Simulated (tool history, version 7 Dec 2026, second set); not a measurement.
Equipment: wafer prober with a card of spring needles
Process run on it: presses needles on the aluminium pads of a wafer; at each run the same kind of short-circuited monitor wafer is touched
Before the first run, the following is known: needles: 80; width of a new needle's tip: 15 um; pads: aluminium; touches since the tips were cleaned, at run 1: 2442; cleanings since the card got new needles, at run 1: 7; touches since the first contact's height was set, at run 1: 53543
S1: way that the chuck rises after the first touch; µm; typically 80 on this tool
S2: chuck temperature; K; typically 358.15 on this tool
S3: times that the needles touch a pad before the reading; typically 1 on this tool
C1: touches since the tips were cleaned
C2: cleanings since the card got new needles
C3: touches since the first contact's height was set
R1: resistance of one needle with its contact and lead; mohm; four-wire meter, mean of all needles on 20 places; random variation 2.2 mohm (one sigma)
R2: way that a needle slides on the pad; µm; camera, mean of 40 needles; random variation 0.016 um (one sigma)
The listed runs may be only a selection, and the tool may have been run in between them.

run	hour	S1	S2	S3	C1	C2	C3	R1	R2
1	0.0	80	358.15	1	2442	7	53543	327	12.11
# hour 14.4: tips cleaned on abrasive film
2	14.4	80	358.15	1	0	8	57704	387	12.11
# hour 37.3: tips cleaned on abrasive film
3	39.7	80	324.15	1	703	9	65065	278	12.08
4	57.6	80	324.15	1	5921	9	70283	368	12.07
# hour 61.4: tips cleaned on abrasive film
5	77.4	80	324.15	1	4675	10	76016	360	12.05
# hour 84.1: tips cleaned on abrasive film
6	96.8	80	324.15	1	3677	11	81628	348	12.05
# hour 107.7: tips cleaned on abrasive film
# hour 109.8: tips cleaned on abrasive film, once more
7	113.4	80	324.15	1	1032	13	86412	290	12.02
8	128.1	80	359.15	1	5325	13	90705	362	12.02
# hour 134.2: tips cleaned on abrasive film
9	142.3	80	359.15	1	2373	14	94826	324	12.01
10	154.8	80	359.15	1	6007	14	98460	372	12.03
# hour 157.8: tips cleaned on abrasive film
11	171.4	80	369.15	1	3959	15	103271	345	12.01
# hour 181.9: tips cleaned on abrasive film
12	185.3	80	369.15	1	1000	16	107286	297	12.00
13	202.8	80	369.15	2	6089	16	112375	322	12.02
# hour 206.1: tips cleaned on abrasive film
14	225.9	80	397.15	1	5769	17	119087	366	12.01
# hour 229.6: tips cleaned on abrasive film
15	248.2	80	358.15	1	5418	18	125572	368	11.98
# hour 252.4: tips cleaned on abrasive film
16	273.1	80	358.15	1	6048	19	132800	370	11.98
# hour 275.3: tips cleaned on abrasive film
17	287.3	60	358.15	1	3492	20	136904	404	8.89
# hour 298.1: height of the first contact set anew
# hour 300.6: tips cleaned on abrasive film
18	311.3	60	358.15	1	3100	21	3799	388	9.13
# hour 323.7: tips cleaned on abrasive film
19	335.0	87	358.15	2	3288	22	10677	299	13.19
# hour 346.9: tips cleaned on abrasive film
20	346.9	94	358.15	1	0	23	14115	252	14.29
21	362.3	94	358.15	1	4493	23	18608	335	14.27
# hour 370.0: tips cleaned on abrasive film
22	375.7	80	305.15	1	1683	24	22497	307	12.13
# hour 394.3: tips cleaned on abrasive film
23	397.1	68	304.15	1	826	25	28692	296	10.29
# hour 417.4: tips cleaned on abrasive film
24	422.4	92	299.15	1	1459	26	36032	282	13.95
25	435.8	92	302.15	2	5364	26	39937	294	13.94
# hour 442.4: tips cleaned on abrasive film
26	454.0	92	302.15	2	3385	27	45216	284	13.94
27	465.0	92	302.15	2	6591	27	48422	300	13.93
# hour 466.8: tips cleaned on abrasive film
28	489.1	77	327.15	2	6504	28	55417	327	11.60
# hour 490.5: tips cleaned on abrasive film
29	504.0	77	349.15	2	3945	29	59737	314	11.62
# hour 514.2: tips cleaned on abrasive film
30	521.6	62	358.15	1	2146	30	64823	359	9.35
31	535.6	62	358.15	1	6250	30	68927	427	9.33
# hour 537.2: tips cleaned on abrasive film
32	548.7	62	358.15	1	3351	31	72711	389	9.30
# hour 561.2: tips cleaned on abrasive film
33	568.3	91	302.15	1	2089	32	78401	300	13.72

How would selected steps in R1 from run to run divide? Give the signed amount a tool lacking its hidden state would still show from settings, what came in and random variation, and the signed amount left for the hidden state, including any gauge scatter that is not in both of the compared results.
What the log doesn't record here: debris on the tips, nm; way that the needles fall short of the set height, um; tips' diameter, um; drift of the gauge itself on contact_mohm, %; drift of the gauge itself on scrub_um, %.
Run 2 -> 3: S2 358.15 -> 324.15, tips cleaned on abrasive film. R1 -109 mohm: hidden state -106, all else -3.
Run 3 -> 4: nothing adjusted, nothing logged. R1 +90 mohm: hidden state +87, all else +3.
Run 18 -> 19: S1 60 -> 87, S3 1 -> 2, tips cleaned on abrasive film. R1 -89 mohm: hidden state -88, all else -1.

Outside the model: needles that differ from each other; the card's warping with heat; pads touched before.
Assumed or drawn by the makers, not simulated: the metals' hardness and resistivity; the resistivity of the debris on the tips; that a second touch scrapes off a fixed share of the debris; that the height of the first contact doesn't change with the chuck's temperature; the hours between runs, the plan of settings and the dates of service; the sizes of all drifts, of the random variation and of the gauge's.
